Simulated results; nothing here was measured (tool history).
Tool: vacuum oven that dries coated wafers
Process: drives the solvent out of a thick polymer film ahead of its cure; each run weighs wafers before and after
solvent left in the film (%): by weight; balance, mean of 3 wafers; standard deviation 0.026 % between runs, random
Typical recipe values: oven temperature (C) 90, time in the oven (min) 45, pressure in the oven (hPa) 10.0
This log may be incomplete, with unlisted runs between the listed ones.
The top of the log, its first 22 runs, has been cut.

run,hour,oven temperature (C),time in the oven (min),pressure in the oven (hPa),solvent left in the film (%)
23,978.9,94,45,7.1,0.61
24,1041.8,94,45,7.1,0.62
25,1075.6,85,45,16.3,2.52
26,1112.6,85,45,16.3,2.57
27,1138.2,85,45,16.3,2.55
28,1195.3,103,45,8.3,0.35
29,1248.6,104,42,8.3,0.35
30,1283.5,94,42,27.1,1.42
31,1337.1,77,59,10.0,3.89
32,1368.6,90,62,5.5,0.65

Run 33 is up next; what results do you expect?
33,1407.9,100,24,10.0,?

solvent left in the film (%): 0.92
Minus the tool's unlogged condition, the same run would have read solvent left in the film (%) 0.68.
